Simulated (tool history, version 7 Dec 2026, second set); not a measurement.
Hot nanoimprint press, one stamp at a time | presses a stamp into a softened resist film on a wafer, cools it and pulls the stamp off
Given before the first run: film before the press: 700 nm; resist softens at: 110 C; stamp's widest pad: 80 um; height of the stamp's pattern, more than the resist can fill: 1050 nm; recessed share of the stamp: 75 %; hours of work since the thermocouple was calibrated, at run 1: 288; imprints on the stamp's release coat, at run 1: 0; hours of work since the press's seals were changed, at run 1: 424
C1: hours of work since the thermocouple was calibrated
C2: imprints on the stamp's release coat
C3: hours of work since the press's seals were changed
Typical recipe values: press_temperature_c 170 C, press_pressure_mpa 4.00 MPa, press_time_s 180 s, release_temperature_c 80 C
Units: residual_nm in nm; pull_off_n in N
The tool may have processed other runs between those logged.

Run 1, hour 0.0: usual settings; C1 288; C2 0; C3 424. Result: residual_nm 362.6 nm, pull_off_n 115 N.
Run 2, hour 83.2: usual settings; C1 333; C2 260; C3 470. Result: residual_nm 364.3 nm, pull_off_n 127 N.
At hour 90.4: plate thermocouple calibrated.
Run 3, hour 176.3: usual settings but release_temperature_c 68 C; C1 47; C2 541; C3 519. Result: residual_nm 359.4 nm, pull_off_n 176 N.
Run 4, hour 260.4: usual settings but press_time_s 108 s; C1 93; C2 803; C3 565. Result: residual_nm 423.1 nm, pull_off_n 149 N.
Run 5, hour 340.6: usual settings but press_time_s 108 s; C1 137; C2 1053; C3 609. Result: residual_nm 425.2 nm, pull_off_n 157 N.
Run 6, hour 419.6: usual settings but press_time_s 108 s; C1 180; C2 1299; C3 653. Result: residual_nm 426.7 nm, pull_off_n 175 N.
At hour 497.8: stamp cleaned and given a new release coat.
Run 7, hour 512.4: usual settings but press_time_s 108 s; C1 228; C2 46; C3 700. Result: residual_nm 428.8 nm, pull_off_n 120 N.
Run 8, hour 564.8: usual settings but press_time_s 108 s, release_temperature_c 71 C; C1 257; C2 210; C3 729. Result: residual_nm 430.5 nm, pull_off_n 149 N.
Run 9, hour 629.3: usual settings but press_temperature_c 158 C, press_time_s 108 s, release_temperature_c 71 C; C1 292; C2 410; C3 764. Result: residual_nm 617.7 nm, pull_off_n 158 N.
At hour 710.8: plate thermocouple calibrated.
Run 10, hour 724.0: usual settings but press_temperature_c 158 C, press_time_s 108 s, release_temperature_c 71 C; C1 7; C2 696; C3 815. Result: residual_nm 612.8 nm, pull_off_n 173 N.
Run 11, hour 781.9: usual settings; C1 39; C2 877; C3 846. Result: residual_nm 367.3 nm, pull_off_n 149 N.
Run 12, hour 851.1: usual settings; C1 77; C2 1093; C3 884. Result: residual_nm 363.1 nm, pull_off_n 157 N.
Run 13, hour 890.1: usual settings; C1 98; C2 1214; C3 906. Result: residual_nm 361.3 nm, pull_off_n 165 N.
Run 14, hour 979.4: usual settings; C1 147; C2 1493; C3 955. Result: residual_nm 363.6 nm, pull_off_n 183 N.
At hour 1000.8: stamp cleaned and given a new release coat.
Run 15, hour 1051.5: usual settings; C1 183; C2 158; C3 991. Result: residual_nm 366.9 nm, pull_off_n 119 N.
Run 16, hour 1118.9: usual settings; C1 220; C2 368; C3 1028. Result: residual_nm 368.4 nm, pull_off_n 132 N.
Run 17, hour 1179.5: usual settings but press_temperature_c 181 C, press_pressure_mpa 6.26 MPa, press_time_s 168 s, release_temperature_c 85 C; C1 254; C2 557; C3 1061. Result: residual_nm 180.4 nm, pull_off_n 118 N.
Run 18, hour 1244.2: usual settings but press_temperature_c 166 C, release_temperature_c 85 C; C1 289; C2 759; C3 1096. Result: residual_nm 443.3 nm, pull_off_n 129 N.
Run 19, hour 1320.8: usual settings but press_temperature_c 166 C, release_temperature_c 85 C; C1 331; C2 998; C3 1138. Result: residual_nm 444.1 nm, pull_off_n 143 N.
At hour 1332.3: plate thermocouple calibrated.
Run 20, hour 1370.6: usual settings but press_temperature_c 166 C, press_pressure_mpa 3.05 MPa, press_time_s 137 s, release_temperature_c 67 C; C1 21; C2 1144; C3 1164. Result: residual_nm 512.8 nm, pull_off_n 211 N.
At hour 1403.8: press's hydraulic seals changed and the load cell set to zero.
Run 21, hour 1464.5: usual settings but press_temperature_c 166 C, press_pressure_mpa 4.69 MPa, release_temperature_c 66 C; C1 68; C2 1411; C3 33. Result: residual_nm 396.5 nm, pull_off_n 232 N.
At hour 1509.9: stamp cleaned and given a new release coat.
Run 22, hour 1555.0: usual settings but press_temperature_c 176 C, press_pressure_mpa 4.45 MPa, press_time_s 277 s; C1 114; C2 141; C3 80. Result: residual_nm 217.6 nm, pull_off_n 123 N.
Run 23, hour 1640.3: usual settings but press_temperature_c 176 C, press_pressure_mpa 4.45 MPa, press_time_s 277 s; C1 161; C2 407; C3 126. Result: residual_nm 214.8 nm, pull_off_n 132 N.
Run 24, hour 1695.3: usual settings but press_temperature_c 176 C, press_pressure_mpa 4.45 MPa, press_time_s 277 s; C1 191; C2 578; C3 157. Result: residual_nm 217.6 nm, pull_off_n 134 N.
Run 25, hour 1780.1: usual settings but press_temperature_c 176 C, press_pressure_mpa 4.45 MPa, press_time_s 277 s; C1 238; C2 843; C3 203. Result: residual_nm 220.4 nm, pull_off_n 147 N.
Run 26, hour 1862.2: usual settings but press_temperature_c 176 C, press_pressure_mpa 4.45 MPa, press_time_s 323 s; C1 283; C2 1099; C3 248. Result: residual_nm 209.4 nm, pull_off_n 168 N.
Run 27, hour 1909.2: usual settings but press_temperature_c 176 C, press_pressure_mpa 4.45 MPa, press_time_s 323 s; C1 309; C2 1245; C3 274. Result: residual_nm 208.3 nm, pull_off_n 171 N.
At hour 1962.1: plate thermocouple calibrated.
Run 28, hour 1966.1: usual settings but press_temperature_c 176 C, press_pressure_mpa 4.45 MPa, press_time_s 323 s; C1 2; C2 1413; C3 303. Result: residual_nm 200.9 nm, pull_off_n 171 N.
At hour 2010.7: stamp cleaned and given a new release coat.
Run 29, hour 2028.3: usual settings but press_temperature_c 176 C, press_pressure_mpa 4.45 MPa, press_time_s 323 s; C1 33; C2 55; C3 334. Result: residual_nm 202.9 nm, pull_off_n 115 N.

5 ways to go on from here, each from the tool as it stands after run 29. What would each give?
Run A, hour 2078.5: usual settings but press_temperature_c 176 C, press_pressure_mpa 4.45 MPa, press_time_s 323 s, release_temperature_c 87 C; C1 61; C2 212; C3 362. Result: residual_nm ?, pull_off_n ?.
Run B, hour 2078.5: usual settings but press_pressure_mpa 4.62 MPa, press_time_s 166 s; C1 61; C2 212; C3 362. Result: residual_nm ?, pull_off_n ?.
Run C, hour 2078.5: usual settings but press_pressure_mpa 2.77 MPa, press_time_s 90 s, release_temperature_c 81 C; C1 61; C2 212; C3 362. Result: residual_nm ?, pull_off_n ?.
Run D, hour 2078.5: usual settings but press_temperature_c 165 C, press_pressure_mpa 4.45 MPa, press_time_s 97 s, release_temperature_c 84 C; C1 61; C2 212; C3 362. Result: residual_nm ?, pull_off_n ?.
Run E, hour 2078.5: usual settings but press_temperature_c 176 C, press_pressure_mpa 5.83 MPa, press_time_s 252 s, release_temperature_c 74 C; C1 61; C2 212; C3 362. Result: residual_nm ?, pull_off_n ?.

run  residual_nm  pull_off_n
  A        203.0         105
  B        343.7         122
  C        507.4         119
  D        506.2         112
  E        193.5         139
With the hidden condition removed and each run's random variation left untouched, the same runs would have given:
run  residual_nm  pull_off_n
  A        198.2          97
  B        336.3         113
  C        501.4         110
  D        498.6         104
  E        188.3         129
